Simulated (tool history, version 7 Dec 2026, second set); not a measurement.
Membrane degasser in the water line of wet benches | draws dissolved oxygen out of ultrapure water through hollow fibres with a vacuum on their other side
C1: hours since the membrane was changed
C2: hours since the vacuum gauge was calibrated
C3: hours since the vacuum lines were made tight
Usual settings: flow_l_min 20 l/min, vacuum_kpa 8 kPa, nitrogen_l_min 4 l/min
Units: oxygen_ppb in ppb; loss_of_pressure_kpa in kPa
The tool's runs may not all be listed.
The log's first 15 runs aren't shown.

run 16 hour=626.1 | flow_l_min=20 vacuum_kpa=19.62 nitrogen_l_min=4 | C1=1341 C2=1884 C3=7669 | oxygen_ppb=302.1 loss_of_pressure_kpa=26.56
run 17 hour=656.8 | flow_l_min=20 vacuum_kpa=19.62 nitrogen_l_min=4 | C1=1372 C2=1914 C3=7700 | oxygen_ppb=301.5 loss_of_pressure_kpa=26.39
run 18 hour=690.7 | flow_l_min=26 vacuum_kpa=5.01 nitrogen_l_min=10.78 | C1=1406 C2=1948 C3=7734 | oxygen_ppb=283.3 loss_of_pressure_kpa=34.02
run 19 hour=715.8 | flow_l_min=21 vacuum_kpa=8.4 nitrogen_l_min=2.79 | C1=1431 C2=1973 C3=7759 | oxygen_ppb=229.1 loss_of_pressure_kpa=27.59
run 20 hour=769.1 | flow_l_min=15 vacuum_kpa=8.4 nitrogen_l_min=2.22 | C1=1484 C2=2027 C3=7812 | oxygen_ppb=121.3 loss_of_pressure_kpa=19.6
run 21 hour=799.4 | flow_l_min=15 vacuum_kpa=8.4 nitrogen_l_min=2.22 | C1=1514 C2=2057 C3=7843 | oxygen_ppb=119.4 loss_of_pressure_kpa=19.75
run 22 hour=837.1 | flow_l_min=15 vacuum_kpa=8.4 nitrogen_l_min=2.22 | C1=1552 C2=2095 C3=7880 | oxygen_ppb=119 loss_of_pressure_kpa=19.99
run 23 hour=878.2 | flow_l_min=15 vacuum_kpa=8.4 nitrogen_l_min=2.22 | C1=1593 C2=2136 C3=7922 | oxygen_ppb=116.6 loss_of_pressure_kpa=19.55
run 24 hour=909.9 | flow_l_min=20 vacuum_kpa=9.54 nitrogen_l_min=3.63 | C1=1625 C2=2167 C3=7953 | oxygen_ppb=198.3 loss_of_pressure_kpa=26.33
run 25 hour=959.9 | flow_l_min=20 vacuum_kpa=9.54 nitrogen_l_min=2.94 | C1=1675 C2=2217 C3=8003 | oxygen_ppb=217.8 loss_of_pressure_kpa=26.3
run 26 hour=988.5 | flow_l_min=15 vacuum_kpa=9.54 nitrogen_l_min=4 | C1=1703 C2=2246 C3=8032 | oxygen_ppb=93.7 loss_of_pressure_kpa=19.74
run 27 hour=1015.6 | flow_l_min=27 vacuum_kpa=16.83 nitrogen_l_min=6.72 | C1=1731 C2=2273 C3=8059 | oxygen_ppb=432 loss_of_pressure_kpa=35.98
run 28 hour=1060.6 | flow_l_min=27 vacuum_kpa=16.83 nitrogen_l_min=6.72 | C1=1776 C2=2318 C3=8104 | oxygen_ppb=424 loss_of_pressure_kpa=35.79
run 29 hour=1096.6 | flow_l_min=28 vacuum_kpa=6.99 nitrogen_l_min=2.68 | C1=1812 C2=2354 C3=8140 | oxygen_ppb=417.2 loss_of_pressure_kpa=37.02
run 30 hour=1130.6 | flow_l_min=28 vacuum_kpa=18.82 nitrogen_l_min=5.45 | C1=1846 C2=2388 C3=8174 | oxygen_ppb=504.4 loss_of_pressure_kpa=37.04
run 31 hour=1177.8 | flow_l_min=16 vacuum_kpa=12.05 nitrogen_l_min=4 | C1=1893 C2=2435 C3=8221 | oxygen_ppb=131.2 loss_of_pressure_kpa=20.79

4 ways to go on from here, each from the tool as it stands after run 31. What would each give?
run A hour=1219.6 | flow_l_min=21 vacuum_kpa=12.05 nitrogen_l_min=4 | C1=1935 C2=2477 C3=8263 | oxygen_ppb=? loss_of_pressure_kpa=?
run B hour=1219.6 | flow_l_min=16 vacuum_kpa=12.05 nitrogen_l_min=1.93 | C1=1935 C2=2477 C3=8263 | oxygen_ppb=? loss_of_pressure_kpa=?
run C hour=1219.6 | flow_l_min=30 vacuum_kpa=8 nitrogen_l_min=4.93 | C1=1935 C2=2477 C3=8263 | oxygen_ppb=? loss_of_pressure_kpa=?
run D hour=1219.6 | flow_l_min=20 vacuum_kpa=8 nitrogen_l_min=1.82 | C1=1935 C2=2477 C3=8263 | oxygen_ppb=? loss_of_pressure_kpa=?

run=A oxygen_ppb=240.2 loss_of_pressure_kpa=27.69
run=B oxygen_ppb=218.9 loss_of_pressure_kpa=21.07
run=C oxygen_ppb=463 loss_of_pressure_kpa=39.35
run=D oxygen_ppb=237.4 loss_of_pressure_kpa=26.56
Without the tool's hidden state the same runs would have given:
run=A oxygen_ppb=240 loss_of_pressure_kpa=27.68
run=B oxygen_ppb=218.7 loss_of_pressure_kpa=21.06
run=C oxygen_ppb=462.7 loss_of_pressure_kpa=39.34
run=D oxygen_ppb=237.1 loss_of_pressure_kpa=26.56
